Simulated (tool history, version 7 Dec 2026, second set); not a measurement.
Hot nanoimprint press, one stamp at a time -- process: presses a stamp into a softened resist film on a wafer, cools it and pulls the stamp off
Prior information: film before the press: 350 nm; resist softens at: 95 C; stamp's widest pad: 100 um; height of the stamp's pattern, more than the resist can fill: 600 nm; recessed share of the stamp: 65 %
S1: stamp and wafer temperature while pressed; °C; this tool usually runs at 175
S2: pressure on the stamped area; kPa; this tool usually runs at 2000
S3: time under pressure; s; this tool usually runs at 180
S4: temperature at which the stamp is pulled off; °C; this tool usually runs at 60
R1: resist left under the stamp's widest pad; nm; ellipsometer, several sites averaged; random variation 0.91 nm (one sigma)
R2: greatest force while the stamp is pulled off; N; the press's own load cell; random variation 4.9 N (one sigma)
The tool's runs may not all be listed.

{"run": 1, "hour": 0.0, "S1": 175, "S2": 2000, "S3": 180, "S4": 60, "R1": 144.9, "R2": 239}
{"run": 2, "hour": 9.6, "S1": 175, "S2": 2000, "S3": 180, "S4": 60, "R1": 145.6, "R2": 236}
{"run": 3, "hour": 22.7, "S1": 175, "S2": 2000, "S3": 180, "S4": 60, "R1": 145.4, "R2": 243}
{"run": 4, "hour": 42.2, "S1": 175, "S2": 2000, "S3": 180, "S4": 52, "R1": 144.5, "R2": 279}
{"run": 5, "hour": 57.3, "S1": 175, "S2": 2000, "S3": 184, "S4": 52, "R1": 144.4, "R2": 290}
{"run": 6, "hour": 65.7, "S1": 175, "S2": 2000, "S3": 184, "S4": 52, "R1": 144.8, "R2": 285}
{"run": 7, "hour": 75.1, "S1": 175, "S2": 2000, "S3": 184, "S4": 52, "R1": 145.3, "R2": 286}
{"run": 8, "hour": 93.9, "S1": 175, "S2": 2000, "S3": 139, "S4": 60, "R1": 159.1, "R2": 251}
{"run": 9, "hour": 110.0, "S1": 175, "S2": 2000, "S3": 139, "S4": 60, "R1": 157.5, "R2": 241}
{"run": 10, "hour": 125.7, "S1": 175, "S2": 2000, "S3": 180, "S4": 60, "R1": 145.5, "R2": 232}
{"run": 11, "hour": 135.5, "S1": 175, "S2": 2000, "S3": 180, "S4": 60, "R1": 145.2, "R2": 248}
{"run": 12, "hour": 151.7, "S1": 175, "S2": 2000, "S3": 180, "S4": 60, "R1": 145.1, "R2": 241}
{"run": 13, "hour": 167.9, "S1": 175, "S2": 2000, "S3": 180, "S4": 60, "R1": 144.4, "R2": 242}
{"run": 14, "hour": 183.0, "S1": 175, "S2": 2000, "S3": 180, "S4": 60, "R1": 145.3, "R2": 244}
{"run": 15, "hour": 199.0, "S1": 164, "S2": 2000, "S3": 180, "S4": 60, "R1": 201.7, "R2": 240}
{"run": 16, "hour": 218.0, "S1": 164, "S2": 2000, "S3": 180, "S4": 60, "R1": 203.1, "R2": 234}
{"run": 17, "hour": 233.3, "S1": 164, "S2": 1940, "S3": 180, "S4": 60, "R1": 206.6, "R2": 236}
{"run": 18, "hour": 247.1, "S1": 164, "S2": 1940, "S3": 180, "S4": 60, "R1": 204.2, "R2": 243}
{"run": 19, "hour": 258.9, "S1": 166, "S2": 1570, "S3": 240, "S4": 60, "R1": 191.2, "R2": 238}
{"run": 20, "hour": 271.7, "S1": 166, "S2": 1570, "S3": 240, "S4": 60, "R1": 189.7, "R2": 236}
{"run": 21, "hour": 290.0, "S1": 175, "S2": 2000, "S3": 118, "S4": 59, "R1": 169.8, "R2": 254}
{"run": 22, "hour": 309.3, "S1": 175, "S2": 2000, "S3": 118, "S4": 59, "R1": 169.8, "R2": 254}
{"run": 23, "hour": 328.6, "S1": 174, "S2": 2580, "S3": 104, "S4": 57, "R1": 164, "R2": 255}
{"hour": 345.1, "done": "stamp cleaned and given a new release coat"}
{"run": 24, "hour": 353.2, "S1": 174, "S2": 2710, "S3": 104, "S4": 50, "R1": 160.9, "R2": 287}
{"run": 25, "hour": 368.7, "S1": 181, "S2": 2000, "S3": 145, "S4": 60, "R1": 132.8, "R2": 235}
{"run": 26, "hour": 381.2, "S1": 185, "S2": 1240, "S3": 145, "S4": 60, "R1": 150.6, "R2": 238}
{"run": 27, "hour": 398.4, "S1": 185, "S2": 2630, "S3": 145, "S4": 67, "R1": 103.2, "R2": 203}
{"run": 28, "hour": 413.2, "S1": 175, "S2": 1260, "S3": 180, "S4": 48, "R1": 177.9, "R2": 308}
{"run": 29, "hour": 422.1, "S1": 175, "S2": 2880, "S3": 193, "S4": 51, "R1": 118.3, "R2": 286}
{"run": 30, "hour": 438.0, "S1": 182, "S2": 2000, "S3": 180, "S4": 60, "R1": 119.3, "R2": 243}
{"run": 31, "hour": 457.4, "S1": 169, "S2": 2270, "S3": 100, "S4": 57, "R1": 202.9, "R2": 251}

Below are 3 alternative next runs, each starting from the tool's condition after run 31. Predict each:
{"run": "A", "hour": 472.1, "S1": 169, "S2": 1590, "S3": 100, "S4": 64, "R1": "?", "R2": "?"}
{"run": "B", "hour": 472.1, "S1": 169, "S2": 1950, "S3": 100, "S4": 51, "R1": "?", "R2": "?"}
{"run": "C", "hour": 472.1, "S1": 175, "S2": 2270, "S3": 221, "S4": 57, "R1": "?", "R2": "?"}

run=A R1=230.8 R2=215
run=B R1=213.8 R2=288
run=C R1=126.1 R2=245
Stripped of hidden state, with their random variation kept, the same runs would have yielded:
run=A R1=231 R2=214
run=B R1=214 R2=287
run=C R1=126.2 R2=244
